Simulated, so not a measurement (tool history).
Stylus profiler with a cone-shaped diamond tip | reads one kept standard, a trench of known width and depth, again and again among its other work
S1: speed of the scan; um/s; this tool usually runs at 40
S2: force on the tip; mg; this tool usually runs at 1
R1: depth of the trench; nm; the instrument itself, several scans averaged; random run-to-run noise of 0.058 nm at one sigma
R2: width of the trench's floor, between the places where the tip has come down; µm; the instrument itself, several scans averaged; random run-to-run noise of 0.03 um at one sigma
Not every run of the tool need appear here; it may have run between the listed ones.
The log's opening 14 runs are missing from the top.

{"run": 15, "hour": 751.0, "S1": 31, "S2": 1, "R1": 502.4, "R2": 46.89}
{"run": 16, "hour": 808.7, "S1": 31, "S2": 1, "R1": 502.57, "R2": 46.86}
{"run": 17, "hour": 871.0, "S1": 48, "S2": 1, "R1": 502.41, "R2": 46.78}
{"run": 18, "hour": 934.3, "S1": 12, "S2": 2.02, "R1": 503.86, "R2": 46.97}
{"run": 19, "hour": 969.8, "S1": 23, "S2": 1.5, "R1": 503.25, "R2": 46.92}
{"run": 20, "hour": 1038.5, "S1": 57, "S2": 1.35, "R1": 503.06, "R2": 46.8}
{"run": 21, "hour": 1099.8, "S1": 57, "S2": 1.35, "R1": 502.98, "R2": 46.79}
{"run": 22, "hour": 1130.9, "S1": 57, "S2": 1.35, "R1": 502.98, "R2": 46.74}
{"run": 23, "hour": 1182.1, "S1": 57, "S2": 1.35, "R1": 503.05, "R2": 46.77}
{"run": 24, "hour": 1220.7, "S1": 57, "S2": 1.35, "R1": 503.1, "R2": 46.74}

What will run 25 give?
{"run": 25, "hour": 1282.5, "S1": 57, "S2": 1.35, "R1": "?", "R2": "?"}

Run 25 measured R1 503.08 nm, R2 46.74 µm.
Take away the tool's hidden state, keep the run-to-run variation as it was, and the same run would have given R1 503.07 nm, R2 46.75 µm.

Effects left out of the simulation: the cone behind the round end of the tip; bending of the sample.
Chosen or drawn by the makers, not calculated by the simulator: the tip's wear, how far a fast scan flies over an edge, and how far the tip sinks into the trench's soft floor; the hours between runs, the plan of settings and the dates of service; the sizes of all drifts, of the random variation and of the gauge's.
